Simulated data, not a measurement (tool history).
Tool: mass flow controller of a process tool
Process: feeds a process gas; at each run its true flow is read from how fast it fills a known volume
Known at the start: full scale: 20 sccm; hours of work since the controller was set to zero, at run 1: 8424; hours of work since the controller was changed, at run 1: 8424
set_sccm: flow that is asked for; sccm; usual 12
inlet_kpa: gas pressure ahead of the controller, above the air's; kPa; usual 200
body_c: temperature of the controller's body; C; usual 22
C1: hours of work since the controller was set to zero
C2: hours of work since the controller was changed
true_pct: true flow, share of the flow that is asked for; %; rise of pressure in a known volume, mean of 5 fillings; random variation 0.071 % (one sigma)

run 1 hour=0.0 | set_sccm=12 inlet_kpa=200 body_c=22 | C1=8424 C2=8424 | true_pct=99.53
-- hour=278.8 controller's zero set anew
run 2 hour=402.0 | set_sccm=12 inlet_kpa=200 body_c=29 | C1=96 C2=8738 | true_pct=99.89
run 3 hour=747.5 | set_sccm=12 inlet_kpa=232 body_c=22 | C1=366 C2=9008 | true_pct=99.74
run 4 hour=1095.1 | set_sccm=12 inlet_kpa=200 body_c=22 | C1=638 C2=9280 | true_pct=99.44
run 5 hour=1379.9 | set_sccm=12 inlet_kpa=200 body_c=22 | C1=861 C2=9502 | true_pct=99.65
-- hour=1586.6 controller exchanged for a calibrated one
run 6 hour=1733.8 | set_sccm=12 inlet_kpa=200 body_c=22 | C1=115 C2=115 | true_pct=99.65
run 7 hour=2135.4 | set_sccm=12 inlet_kpa=200 body_c=22 | C1=429 C2=429 | true_pct=99.64
run 8 hour=2353.6 | set_sccm=17 inlet_kpa=200 body_c=22 | C1=600 C2=600 | true_pct=99.75
run 9 hour=2584.0 | set_sccm=17 inlet_kpa=200 body_c=22 | C1=780 C2=780 | true_pct=99.85
run 10 hour=2805.7 | set_sccm=17 inlet_kpa=200 body_c=22 | C1=953 C2=953 | true_pct=99.64
run 11 hour=3229.8 | set_sccm=17 inlet_kpa=200 body_c=22 | C1=1285 C2=1285 | true_pct=99.69
run 12 hour=3641.7 | set_sccm=17 inlet_kpa=200 body_c=22 | C1=1607 C2=1607 | true_pct=99.78
run 13 hour=3965.2 | set_sccm=17 inlet_kpa=200 body_c=22 | C1=1860 C2=1860 | true_pct=99.69
run 14 hour=4375.0 | set_sccm=17 inlet_kpa=200 body_c=22 | C1=2180 C2=2180 | true_pct=99.73
run 15 hour=4572.4 | set_sccm=17 inlet_kpa=200 body_c=21 | C1=2334 C2=2334 | true_pct=99.64
run 16 hour=4960.6 | set_sccm=17 inlet_kpa=200 body_c=21 | C1=2638 C2=2638 | true_pct=99.71
run 17 hour=5167.9 | set_sccm=12 inlet_kpa=200 body_c=22 | C1=2800 C2=2800 | true_pct=99.64
run 18 hour=5358.3 | set_sccm=12 inlet_kpa=200 body_c=22 | C1=2949 C2=2949 | true_pct=99.53
run 19 hour=5573.5 | set_sccm=8 inlet_kpa=200 body_c=22 | C1=3117 C2=3117 | true_pct=99.53
run 20 hour=5917.7 | set_sccm=8 inlet_kpa=200 body_c=28 | C1=3386 C2=3386 | true_pct=99.81
run 21 hour=6288.2 | set_sccm=12 inlet_kpa=200 body_c=22 | C1=3676 C2=3676 | true_pct=99.54
run 22 hour=6529.4 | set_sccm=12 inlet_kpa=200 body_c=22 | C1=3864 C2=3864 | true_pct=99.59
run 23 hour=6802.3 | set_sccm=12 inlet_kpa=200 body_c=22 | C1=4078 C2=4078 | true_pct=99.69
run 24 hour=7153.9 | set_sccm=12 inlet_kpa=200 body_c=22 | C1=4353 C2=4353 | true_pct=99.69
run 25 hour=7589.5 | set_sccm=12 inlet_kpa=200 body_c=22 | C1=4693 C2=4693 | true_pct=99.61
run 26 hour=7897.5 | set_sccm=13 inlet_kpa=208 body_c=28 | C1=4934 C2=4934 | true_pct=99.94
run 27 hour=8138.6 | set_sccm=8 inlet_kpa=256 body_c=32 | C1=5123 C2=5123 | true_pct=100.20
run 28 hour=8524.8 | set_sccm=4 inlet_kpa=200 body_c=25 | C1=5424 C2=5424 | true_pct=99.46
run 29 hour=8749.4 | set_sccm=4 inlet_kpa=200 body_c=25 | C1=5600 C2=5600 | true_pct=99.42
run 30 hour=8959.5 | set_sccm=4 inlet_kpa=200 body_c=37 | C1=5764 C2=5764 | true_pct=100.04
run 31 hour=9390.2 | set_sccm=10 inlet_kpa=221 body_c=22 | C1=6101 C2=6101 | true_pct=99.57
run 32 hour=9778.9 | set_sccm=10 inlet_kpa=221 body_c=22 | C1=6405 C2=6405 | true_pct=99.63
run 33 hour=9982.8 | set_sccm=19 inlet_kpa=189 body_c=28 | C1=6564 C2=6564 | true_pct=100.17
run 34 hour=10348.2 | set_sccm=19 inlet_kpa=189 body_c=28 | C1=6850 C2=6850 | true_pct=100.16
run 35 hour=10623.9 | set_sccm=6 inlet_kpa=174 body_c=35 | C1=7066 C2=7066 | true_pct=99.91
run 36 hour=10842.1 | set_sccm=6 inlet_kpa=231 body_c=29 | C1=7236 C2=7236 | true_pct=99.81
run 37 hour=11310.9 | set_sccm=6 inlet_kpa=231 body_c=29 | C1=7603 C2=7603 | true_pct=99.81
run 38 hour=11758.9 | set_sccm=12 inlet_kpa=239 body_c=32 | C1=7953 C2=7953 | true_pct=100.24
run 39 hour=11976.5 | set_sccm=12 inlet_kpa=200 body_c=37 | C1=8123 C2=8123 | true_pct=100.20
run 40 hour=12422.8 | set_sccm=14 inlet_kpa=194 body_c=28 | C1=8472 C2=8472 | true_pct=99.84
-- hour=12639.2 controller's zero set anew
run 41 hour=12676.3 | set_sccm=10 inlet_kpa=266 body_c=22 | C1=29 C2=8670 | true_pct=99.88
run 42 hour=12992.3 | set_sccm=4 inlet_kpa=183 body_c=21 | C1=276 C2=8917 | true_pct=99.19
run 43 hour=13211.6 | set_sccm=20 inlet_kpa=200 body_c=24 | C1=448 C2=9088 | true_pct=99.94
run 44 hour=13635.5 | set_sccm=20 inlet_kpa=200 body_c=24 | C1=779 C2=9420 | true_pct=100.05
-- hour=13950.3 controller exchanged for a calibrated one
run 45 hour=14071.7 | set_sccm=16 inlet_kpa=233 body_c=27 | C1=95 C2=95 | true_pct=100.12
run 46 hour=14544.2 | set_sccm=16 inlet_kpa=233 body_c=27 | C1=464 C2=464 | true_pct=100.13
run 47 hour=14946.4 | set_sccm=12 inlet_kpa=141 body_c=22 | C1=779 C2=779 | true_pct=99.27
run 48 hour=15351.7 | set_sccm=11 inlet_kpa=186 body_c=22 | C1=1096 C2=1096 | true_pct=99.58
run 49 hour=15808.0 | set_sccm=9 inlet_kpa=189 body_c=26 | C1=1452 C2=1452 | true_pct=99.63

Hidden state at the last listed run before each entry between runs and at the first one after, where it differs:
Between runs 1 and 2: controller's zero set anew (hour 278.8)
  flow at rest that the sensor doesn't see, % of full scale: -0.004 -> 0
Between runs 5 and 6: controller exchanged for a calibrated one (hour 1586.6)
  true flow over the shown one, %: 0.01 -> 0
Between runs 40 and 41: controller's zero set anew (hour 12639.2)
  flow at rest that the sensor doesn't see, % of full scale: -0.003 -> 0
Between runs 44 and 45: controller exchanged for a calibrated one (hour 13950.3)
  flow at rest that the sensor doesn't see, % of full scale: -0.001 -> 0; true flow over the shown one, %: 0.01 -> 0
